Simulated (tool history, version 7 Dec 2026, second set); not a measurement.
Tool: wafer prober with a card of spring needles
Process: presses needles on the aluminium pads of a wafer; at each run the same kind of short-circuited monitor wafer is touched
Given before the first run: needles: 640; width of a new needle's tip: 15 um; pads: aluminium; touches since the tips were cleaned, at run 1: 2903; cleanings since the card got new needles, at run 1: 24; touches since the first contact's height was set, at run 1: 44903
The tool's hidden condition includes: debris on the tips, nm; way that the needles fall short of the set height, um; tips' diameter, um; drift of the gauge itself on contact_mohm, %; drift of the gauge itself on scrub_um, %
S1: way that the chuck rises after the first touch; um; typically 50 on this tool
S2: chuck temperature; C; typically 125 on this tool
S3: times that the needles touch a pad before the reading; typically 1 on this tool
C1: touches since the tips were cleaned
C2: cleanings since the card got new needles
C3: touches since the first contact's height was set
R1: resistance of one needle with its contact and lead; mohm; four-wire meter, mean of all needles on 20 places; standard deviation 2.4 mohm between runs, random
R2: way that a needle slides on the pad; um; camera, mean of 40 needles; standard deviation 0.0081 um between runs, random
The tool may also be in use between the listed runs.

Run 1, hour 0.0: usual settings; C1 2903; C2 24; C3 44903. Result: R1 301 mohm, R2 9.567 um.
At hour 5.3: tips cleaned on abrasive film.
At hour 18.3: tips cleaned on abrasive film.
At hour 31.3: tips cleaned on abrasive film.
Run 2, hour 39.5: usual settings but S2 105 C; C1 3772; C2 27; C3 63034. Result: R1 302 mohm, R2 9.559 um.
At hour 42.2: tips cleaned on abrasive film.
At hour 55.2: tips cleaned on abrasive film.
At hour 68.3: tips cleaned on abrasive film.
At hour 81.2: tips cleaned on abrasive film.
At hour 92.5: tips cleaned on abrasive film.
Run 3, hour 92.5: usual settings but S2 105 C; C1 0; C2 32; C3 87333. Result: R1 272 mohm, R2 9.523 um.
At hour 105.3: tips cleaned on abrasive film.
At hour 118.0: tips cleaned on abrasive film.
Run 4, hour 118.0: usual settings; C1 0; C2 34; C3 99037. Result: R1 271 mohm, R2 9.476 um.
At hour 120.9: height of the first contact set anew.
At hour 131.4: tips cleaned on abrasive film.
At hour 144.4: tips cleaned on abrasive film.
At hour 157.5: tips cleaned on abrasive film.
Run 5, hour 158.7: usual settings; C1 583; C2 37; C3 17352. Result: R1 279 mohm, R2 9.627 um.
At hour 169.2: tips cleaned on abrasive film.
At hour 179.7: tips cleaned on abrasive film.
At hour 192.6: tips cleaned on abrasive film.
At hour 205.7: tips cleaned on abrasive film.
Run 6, hour 208.4: usual settings; C1 1261; C2 41; C3 40160. Result: R1 298 mohm, R2 9.587 um.
At hour 216.3: tips cleaned on abrasive film.
At hour 229.2: tips cleaned on abrasive film.
Run 7, hour 232.3: usual settings but S2 35 C; C1 1403; C2 43; C3 51092. Result: R1 276 mohm, R2 9.578 um.
At hour 240.1: tips cleaned on abrasive film.
At hour 253.2: tips cleaned on abrasive film.
Run 8, hour 261.7: usual settings but S2 35 C; C1 3932; C2 45; C3 64621. Result: R1 290 mohm, R2 9.555 um.
At hour 264.4: tips cleaned on abrasive film.
At hour 277.5: tips cleaned on abrasive film.
At hour 290.4: tips cleaned on abrasive film.
At hour 303.5: tips cleaned on abrasive film.
Run 9, hour 306.4: usual settings but S2 34 C; C1 1331; C2 49; C3 85105. Result: R1 275 mohm, R2 9.517 um.
At hour 314.3: tips cleaned on abrasive film.
At hour 327.4: tips cleaned on abrasive film.
At hour 340.2: tips cleaned on abrasive film.
At hour 340.5: height of the first contact set anew.
Run 10, hour 341.7: usual settings but S2 34 C; C1 559; C2 52; C3 559. Result: R1 257 mohm, R2 9.656 um.
At hour 352.2: tips cleaned on abrasive film.
At hour 365.1: tips cleaned on abrasive film.
Run 11, hour 370.7: usual settings but S2 34 C; C1 2576; C2 54; C3 13856. Result: R1 282 mohm, R2 9.636 um.
At hour 376.0: tips cleaned on abrasive film.
At hour 389.0: tips cleaned on abrasive film.
At hour 399.5: tips cleaned on abrasive film.
Run 12, hour 406.2: usual settings but S2 44 C; C1 3081; C2 57; C3 30137. Result: R1 283 mohm, R2 9.623 um.
At hour 411.5: tips cleaned on abrasive film.
At hour 424.3: tips cleaned on abrasive film.
Run 13, hour 431.1: usual settings but S2 44 C; C1 3140; C2 59; C3 41560. Result: R1 287 mohm, R2 9.609 um.
At hour 436.4: tips cleaned on abrasive film.
At hour 449.4: tips cleaned on abrasive film.
At hour 462.5: tips cleaned on abrasive film.
At hour 475.6: tips cleaned on abrasive film.
Run 14, hour 478.1: usual settings but S2 44 C; C1 1191; C2 63; C3 63152. Result: R1 272 mohm, R2 9.537 um.
At hour 488.6: tips cleaned on abrasive film.
At hour 501.7: tips cleaned on abrasive film.
At hour 514.7: tips cleaned on abrasive film.
At hour 527.8: tips cleaned on abrasive film.
Run 15, hour 528.1: usual settings but S1 54 um, S2 44 C, S3 3; C1 114; C2 67; C3 86055. Result: R1 253 mohm, R2 10.293 um.
At hour 538.5: tips cleaned on abrasive film.
At hour 551.5: tips cleaned on abrasive film.
Run 16, hour 555.6: usual settings but S1 54 um, S2 44 C, S3 3; C1 1885; C2 69; C3 98712. Result: R1 256 mohm, R2 10.266 um.
At hour 561.1: height of the first contact set anew.
At hour 563.8: tips cleaned on abrasive film.
At hour 576.9: tips cleaned on abrasive film.
Run 17, hour 581.6: usual settings but S1 56 um, S2 44 C, S3 2; C1 2186; C2 71; C3 9386. Result: R1 259 mohm, R2 10.805 um.
At hour 589.3: tips cleaned on abrasive film.
At hour 602.2: tips cleaned on abrasive film.
At hour 612.7: tips cleaned on abrasive film.
Run 18, hour 617.9: usual settings but S2 33 C; C1 2406; C2 74; C3 26032. Result: R1 280 mohm, R2 9.611 um.
At hour 623.3: tips cleaned on abrasive film.
At hour 636.3: tips cleaned on abrasive film.
At hour 646.8: tips cleaned on abrasive film.
Run 19, hour 648.0: usual settings but S2 33 C; C1 571; C2 77; C3 39827. Result: R1 260 mohm, R2 9.576 um.
At hour 658.5: tips cleaned on abrasive film.
At hour 671.6: tips cleaned on abrasive film.
At hour 684.6: tips cleaned on abrasive film.
Run 20, hour 687.9: usual settings but S1 65 um, S2 72 C; C1 1507; C2 80; C3 58133. Result: R1 269 mohm, R2 12.429 um.
At hour 695.8: tips cleaned on abrasive film.
At hour 708.8: tips cleaned on abrasive film.
Run 21, hour 718.0: usual settings but S1 38 um, S2 62 C, S3 3; C1 4223; C2 82; C3 71957. Result: R1 283 mohm, R2 7.195 um.
At hour 720.6: tips cleaned on abrasive film.
At hour 733.6: tips cleaned on abrasive film.
At hour 746.5: tips cleaned on abrasive film.
Run 22, hour 750.1: usual settings but S1 30 um, S2 88 C; C1 1646; C2 85; C3 86676. Result: R1 343 mohm, R2 5.638 um.
At hour 758.0: tips cleaned on abrasive film.
At hour 771.0: tips cleaned on abrasive film.
Run 23, hour 773.8: usual settings but S1 43 um; C1 1257; C2 87; C3 97534. Result: R1 297 mohm, R2 8.119 um.
At hour 781.6: height of the first contact set anew.
At hour 784.3: tips cleaned on abrasive film.
At hour 797.4: tips cleaned on abrasive film.
At hour 810.5: tips cleaned on abrasive film.
Run 24, hour 812.3: usual settings but S1 64 um, S2 31 C, S3 3; C1 838; C2 90; C3 14038. Result: R1 246 mohm, R2 12.346 um.
At hour 822.6: tips cleaned on abrasive film.
At hour 835.6: tips cleaned on abrasive film.
At hour 848.7: tips cleaned on abrasive film.
At hour 861.8: tips cleaned on abrasive film.
Run 25, hour 864.0: usual settings but S1 64 um, S2 120 C, S3 3; C1 1012; C2 94; C3 37758. Result: R1 266 mohm, R2 12.310 um.
At hour 874.4: tips cleaned on abrasive film.
At hour 887.2: tips cleaned on abrasive film.
At hour 900.1: tips cleaned on abrasive film.
At hour 913.2: tips cleaned on abrasive film.
Run 26, hour 921.9: usual settings but S1 64 um, S2 120 C, S3 3; C1 4024; C2 98; C3 64354. Result: R1 276 mohm, R2 12.264 um.
At hour 924.6: tips cleaned on abrasive film.
At hour 937.3: tips cleaned on abrasive film.
At hour 950.2: tips cleaned on abrasive film.
Run 27, hour 950.3: usual settings but S1 32 um, S2 54 C; C1 46; C2 101; C3 77377. Result: R1 275 mohm, R2 6.065 um.

Across each entry between runs, compare the hidden state at the last listed run before it with the hidden state at the first listed run after it:
After run 1, before run 2: tips cleaned on abrasive film (hour 5.3); tips cleaned on abrasive film (hour 18.3); tips cleaned on abrasive film (hour 31.3)
  debris on the tips, nm: 75.1 -> 80.8; way that the needles fall short of the set height, um: 0.44 -> 0.56; tips' diameter, um: 15.43 -> 15.48
  measured minus no-state result, R1: +31 -> +34 mohm; R2: -0.084 -> -0.109 um
After run 2, before run 3: tips cleaned on abrasive film (hour 42.2); tips cleaned on abrasive film (hour 55.2); tips cleaned on abrasive film (hour 68.3); tips cleaned on abrasive film (hour 81.2); tips cleaned on abrasive film (hour 92.5)
  debris on the tips, nm: 80.8 -> 9.3; way that the needles fall short of the set height, um: 0.56 -> 0.8; tips' diameter, um: 15.48 -> 15.56
  measured minus no-state result, R1: +34 -> +5 mohm; R2: -0.109 -> -0.156 um
After run 3, before run 4: tips cleaned on abrasive film (hour 105.3); tips cleaned on abrasive film (hour 118.0)
  debris on the tips, nm: 9.3 -> 4.5; way that the needles fall short of the set height, um: 0.8 -> 0.9; tips' diameter, um: 15.56 -> 15.6
  measured minus no-state result, R1: +5 -> +3 mohm; R2: -0.156 -> -0.175 um
After run 4, before run 5: height of the first contact set anew (hour 120.9); tips cleaned on abrasive film (hour 131.4); tips cleaned on abrasive film (hour 144.4); tips cleaned on abrasive film (hour 157.5)
  debris on the tips, nm: 4.5 -> 30.8; way that the needles fall short of the set height, um: 0.9 -> 0.17; tips' diameter, um: 15.6 -> 15.66
  measured minus no-state result, R1: +3 -> +13 mohm; R2: -0.175 -> -0.033 um
After run 5, before run 6: tips cleaned on abrasive film (hour 169.2); tips cleaned on abrasive film (hour 179.7); tips cleaned on abrasive film (hour 192.6); tips cleaned on abrasive film (hour 205.7)
  debris on the tips, nm: 30.8 -> 55.9; way that the needles fall short of the set height, um: 0.17 -> 0.36; tips' diameter, um: 15.66 -> 15.72
  measured minus no-state result, R1: +13 -> +24 mohm; R2: -0.033 -> -0.070 um
After run 6, before run 7: tips cleaned on abrasive film (hour 216.3); tips cleaned on abrasive film (hour 229.2)
  debris on the tips, nm: 55.9 -> 53; way that the needles fall short of the set height, um: 0.36 -> 0.47; tips' diameter, um: 15.72 -> 15.76
  measured minus no-state result, R1: +24 -> +27 mohm; R2: -0.070 -> -0.090 um
After run 7, before run 8: tips cleaned on abrasive film (hour 240.1); tips cleaned on abrasive film (hour 253.2)
  debris on the tips, nm: 53 -> 85.2; way that the needles fall short of the set height, um: 0.47 -> 0.57; tips' diameter, um: 15.76 -> 15.8
  measured minus no-state result, R1: +27 -> +42 mohm; R2: -0.090 -> -0.110 um
After run 8, before run 9: tips cleaned on abrasive film (hour 264.4); tips cleaned on abrasive film (hour 277.5); tips cleaned on abrasive film (hour 290.4); tips cleaned on abrasive film (hour 303.5)
  debris on the tips, nm: 85.2 -> 58; way that the needles fall short of the set height, um: 0.57 -> 0.79; tips' diameter, um: 15.8 -> 15.87
  measured minus no-state result, R1: +42 -> +29 mohm; R2: -0.110 -> -0.153 um
After run 9, before run 10: tips cleaned on abrasive film (hour 314.3); tips cleaned on abrasive film (hour 327.4); tips cleaned on abrasive film (hour 340.2); height of the first contact set anew (hour 340.5)
  debris on the tips, nm: 58 -> 28; way that the needles fall short of the set height, um: 0.79 -> 0; tips' diameter, um: 15.87 -> 15.93
  measured minus no-state result, R1: +29 -> +14 mohm; R2: -0.153 -> +0.000 um
After run 10, before run 11: tips cleaned on abrasive film (hour 352.2); tips cleaned on abrasive film (hour 365.1)
  debris on the tips, nm: 28 -> 73.2; way that the needles fall short of the set height, um: 0 -> 0.1; tips' diameter, um: 15.93 -> 15.97
  measured minus no-state result, R1: +14 -> +36 mohm; R2: +0.000 -> -0.019 um
After run 11, before run 12: tips cleaned on abrasive film (hour 376.0); tips cleaned on abrasive film (hour 389.0); tips cleaned on abrasive film (hour 399.5)
  debris on the tips, nm: 73.2 -> 70.9; way that the needles fall short of the set height, um: 0.1 -> 0.26; tips' diameter, um: 15.97 -> 16.02
  measured minus no-state result, R1: +36 -> +34 mohm; R2: -0.019 -> -0.050 um
After run 12, before run 13: tips cleaned on abrasive film (hour 411.5); tips cleaned on abrasive film (hour 424.3)
  debris on the tips, nm: 70.9 -> 79; way that the needles fall short of the set height, um: 0.26 -> 0.35; tips' diameter, um: 16.02 -> 16.06
  measured minus no-state result, R1: +34 -> +40 mohm; R2: -0.050 -> -0.068 um
After run 13, before run 14: tips cleaned on abrasive film (hour 436.4); tips cleaned on abrasive film (hour 449.4); tips cleaned on abrasive film (hour 462.5); tips cleaned on abrasive film (hour 475.6)
  debris on the tips, nm: 79 -> 39.9; way that the needles fall short of the set height, um: 0.35 -> 0.58; tips' diameter, um: 16.06 -> 16.14
  measured minus no-state result, R1: +40 -> +21 mohm; R2: -0.068 -> -0.112 um
After run 14, before run 15: tips cleaned on abrasive film (hour 488.6); tips cleaned on abrasive film (hour 501.7); tips cleaned on abrasive film (hour 514.7); tips cleaned on abrasive film (hour 527.8)
  debris on the tips, nm: 39.9 -> 15.6; way that the needles fall short of the set height, um: 0.58 -> 0.77; tips' diameter, um: 16.14 -> 16.2
  measured minus no-state result, R1: +21 -> +3 mohm; R2: -0.112 -> -0.147 um
After run 15, before run 16: tips cleaned on abrasive film (hour 538.5); tips cleaned on abrasive film (hour 551.5)
  debris on the tips, nm: 15.6 -> 64.2; way that the needles fall short of the set height, um: 0.77 -> 0.85; tips' diameter, um: 16.2 -> 16.23
  measured minus no-state result, R1: +3 -> +11 mohm; R2: -0.147 -> -0.164 um
After run 16, before run 17: height of the first contact set anew (hour 561.1); tips cleaned on abrasive film (hour 563.8); tips cleaned on abrasive film (hour 576.9)
  debris on the tips, nm: 64.2 -> 65.5; way that the needles fall short of the set height, um: 0.85 -> 0.12; tips' diameter, um: 16.23 -> 16.27
  measured minus no-state result, R1: +11 -> +17 mohm; R2: -0.164 -> -0.024 um
After run 17, before run 18: tips cleaned on abrasive film (hour 589.3); tips cleaned on abrasive film (hour 602.2); tips cleaned on abrasive film (hour 612.7)
  debris on the tips, nm: 65.5 -> 67.9; way that the needles fall short of the set height, um: 0.12 -> 0.27; tips' diameter, um: 16.27 -> 16.33
  measured minus no-state result, R1: +17 -> +35 mohm; R2: -0.024 -> -0.052 um
After run 18, before run 19: tips cleaned on abrasive film (hour 623.3); tips cleaned on abrasive film (hour 636.3); tips cleaned on abrasive film (hour 646.8)
  debris on the tips, nm: 67.9 -> 24.5; way that the needles fall short of the set height, um: 0.27 -> 0.43; tips' diameter, um: 16.33 -> 16.38
  measured minus no-state result, R1: +35 -> +13 mohm; R2: -0.052 -> -0.084 um
After run 19, before run 20: tips cleaned on abrasive film (hour 658.5); tips cleaned on abrasive film (hour 671.6); tips cleaned on abrasive film (hour 684.6)
  debris on the tips, nm: 24.5 -> 55.3; way that the needles fall short of the set height, um: 0.43 -> 0.58; tips' diameter, um: 16.38 -> 16.44
  measured minus no-state result, R1: +13 -> +18 mohm; R2: -0.084 -> -0.113 um
After run 20, before run 21: tips cleaned on abrasive film (hour 695.8); tips cleaned on abrasive film (hour 708.8)
  debris on the tips, nm: 55.3 -> 82.7; way that the needles fall short of the set height, um: 0.58 -> 0.68; tips' diameter, um: 16.44 -> 16.47
  measured minus no-state result, R1: +18 -> +25 mohm; R2: -0.113 -> -0.132 um
After run 21, before run 22: tips cleaned on abrasive film (hour 720.6); tips cleaned on abrasive film (hour 733.6); tips cleaned on abrasive film (hour 746.5)
  debris on the tips, nm: 82.7 -> 61.7; way that the needles fall short of the set height, um: 0.68 -> 0.82; tips' diameter, um: 16.47 -> 16.52
  measured minus no-state result, R1: +25 -> +73 mohm; R2: -0.132 -> -0.159 um
After run 22, before run 23: tips cleaned on abrasive film (hour 758.0); tips cleaned on abrasive film (hour 771.0)
  debris on the tips, nm: 61.7 -> 43.1; way that the needles fall short of the set height, um: 0.82 -> 0.93; tips' diameter, um: 16.52 -> 16.56
  measured minus no-state result, R1: +73 -> +27 mohm; R2: -0.159 -> -0.180 um
After run 23, before run 24: height of the first contact set anew (hour 781.6); tips cleaned on abrasive film (hour 784.3); tips cleaned on abrasive film (hour 797.4); tips cleaned on abrasive film (hour 810.5)
  debris on the tips, nm: 43.1 -> 40.9; way that the needles fall short of the set height, um: 0.93 -> 0.16; tips' diameter, um: 16.56 -> 16.62
  measured minus no-state result, R1: +27 -> +5 mohm; R2: -0.180 -> -0.032 um
After run 24, before run 25: tips cleaned on abrasive film (hour 822.6); tips cleaned on abrasive film (hour 835.6); tips cleaned on abrasive film (hour 848.7); tips cleaned on abrasive film (hour 861.8)
  debris on the tips, nm: 40.9 -> 38; way that the needles fall short of the set height, um: 0.16 -> 0.34; tips' diameter, um: 16.62 -> 16.68
  measured minus no-state result, R1: +5 -> +5 mohm; R2: -0.032 -> -0.065 um
After run 25, before run 26: tips cleaned on abrasive film (hour 874.4); tips cleaned on abrasive film (hour 887.2); tips cleaned on abrasive film (hour 900.1); tips cleaned on abrasive film (hour 913.2)
  debris on the tips, nm: 38 -> 81.7; way that the needles fall short of the set height, um: 0.34 -> 0.5; tips' diameter, um: 16.68 -> 16.73
  measured minus no-state result, R1: +5 -> +10 mohm; R2: -0.065 -> -0.096 um
After run 26, before run 27: tips cleaned on abrasive film (hour 924.6); tips cleaned on abrasive film (hour 937.3); tips cleaned on abrasive film (hour 950.2)
  debris on the tips, nm: 81.7 -> 11.7; way that the needles fall short of the set height, um: 0.5 -> 0.66; tips' diameter, um: 16.73 -> 16.79
  measured minus no-state result, R1: +10 -> +15 mohm; R2: -0.096 -> -0.127 um
